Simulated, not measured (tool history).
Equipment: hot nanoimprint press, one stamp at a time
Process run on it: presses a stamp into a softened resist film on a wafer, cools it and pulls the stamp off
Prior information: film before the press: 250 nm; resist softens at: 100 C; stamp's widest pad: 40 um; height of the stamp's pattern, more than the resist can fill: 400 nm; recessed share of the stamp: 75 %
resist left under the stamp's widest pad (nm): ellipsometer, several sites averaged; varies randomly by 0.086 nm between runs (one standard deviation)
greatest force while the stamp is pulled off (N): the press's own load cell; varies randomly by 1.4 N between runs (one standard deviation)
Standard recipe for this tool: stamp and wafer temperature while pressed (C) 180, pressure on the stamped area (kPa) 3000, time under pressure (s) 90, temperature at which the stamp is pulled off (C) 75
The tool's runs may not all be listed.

| run | day | stamp and wafer temperature while pressed (C) | pressure on the stamped area (kPa) | time under pressure (s) | temperature at which the stamp is pulled off (C) | resist left under the stamp's widest pad (nm) | greatest force while the stamp is pulled off (N) |
|---|---|---|---|---|---|---|---|
| 1 | 0.000 | 180 | 3000 | 90 | 75 | 100.93 | 128 |
| 2 | 1.233 | 180 | 3000 | 178 | 75 | 75.68 | 130 |
| 3 | 2.729 | 180 | 3000 | 90 | 62 | 100.73 | 176 |
| 4 | 4.312 | 168 | 3000 | 90 | 75 | 140.97 | 131 |
| 5 | 6.529 | 180 | 2410 | 90 | 75 | 110.61 | 136 |
| 6 | 7.992 | 180 | 3000 | 90 | 75 | 100.57 | 139 |
| 7 | 9.325 | 180 | 3000 | 90 | 75 | 100.71 | 139 |
| 8 | 11.688 | 180 | 3000 | 90 | 75 | 100.66 | 142 |
| 9 | 13.983 | 180 | 3000 | 90 | 75 | 100.47 | 144 |
|  | 14.412 | stamp cleaned and given a new release coat |
| 10 | 16.846 | 180 | 3000 | 90 | 75 | 100.37 | 118 |
| 11 | 18.000 | 180 | 3000 | 161 | 75 | 78.43 | 121 |
| 12 | 20.083 | 180 | 3000 | 161 | 75 | 78.50 | 123 |
| 13 | 22.562 | 180 | 3000 | 161 | 75 | 78.45 | 124 |
| 14 | 24.267 | 180 | 3000 | 161 | 81 | 78.28 | 107 |
|  | 25.867 | plate thermocouple calibrated |
| 15 | 26.933 | 180 | 3000 | 161 | 81 | 80.96 | 114 |
| 16 | 28.292 | 180 | 3000 | 161 | 70 | 80.85 | 150 |
| 17 | 30.054 | 187 | 2060 | 148 | 76 | 81.79 | 131 |
| 18 | 31.408 | 169 | 3000 | 119 | 75 | 127.20 | 138 |
| 19 | 32.588 | 180 | 3000 | 153 | 76 | 82.68 | 134 |
| 20 | 33.900 | 180 | 3000 | 56 | 76 | 123.55 | 140 |
| 21 | 36.054 | 180 | 3000 | 111 | 79 | 94.51 | 126 |
| 22 | 37.942 | 180 | 3940 | 111 | 79 | 83.67 | 130 |
|  | 39.462 | stamp cleaned and given a new release coat |
| 23 | 39.812 | 189 | 2800 | 48 | 74 | 107.10 | 120 |
| 24 | 42.204 | 189 | 2800 | 48 | 74 | 107.09 | 122 |
| 25 | 44.025 | 189 | 2140 | 157 | 70 | 73.80 | 139 |
| 26 | 46.667 | 192 | 4020 | 55 | 80 | 80.04 | 107 |
| 27 | 47.850 | 180 | 2400 | 134 | 65 | 96.10 | 155 |
|  | 48.792 | press's hydraulic seals changed and the load cell set to zero |
| 28 | 50.383 | 180 | 2400 | 134 | 65 | 94.54 | 162 |
| 29 | 52.146 | 180 | 2400 | 134 | 65 | 94.74 | 168 |

Consider 5 possible next runs. They are alternatives, not a sequence: every one starts from the tool as it was left by run 29. What does each give?
| A | 53.575 | 180 | 2500 | 131 | 81 | ? | ? |
| B | 53.575 | 180 | 3870 | 145 | 75 | ? | ? |
| C | 53.575 | 180 | 3960 | 90 | 75 | ? | ? |
| D | 53.575 | 180 | 4140 | 78 | 62 | ? | ? |
| E | 53.575 | 184 | 3000 | 90 | 75 | ? | ? |

| run | resist left under the stamp's widest pad (nm) | greatest force while the stamp is pulled off (N) |
|---|---|---|
| A | 93.70 | 113 |
| B | 73.13 | 131 |
| C | 88.87 | 134 |
| D | 92.28 | 172 |
| E | 89.90 | 131 |
Take away the tool's hidden state, keep each run's random variation, and the runs would have read:
| run | resist left under the stamp's widest pad (nm) | greatest force while the stamp is pulled off (N) |
|---|---|---|
| A | 94.80 | 101 |
| B | 73.88 | 117 |
| C | 89.74 | 120 |
| D | 93.15 | 154 |
| E | 90.83 | 118 |

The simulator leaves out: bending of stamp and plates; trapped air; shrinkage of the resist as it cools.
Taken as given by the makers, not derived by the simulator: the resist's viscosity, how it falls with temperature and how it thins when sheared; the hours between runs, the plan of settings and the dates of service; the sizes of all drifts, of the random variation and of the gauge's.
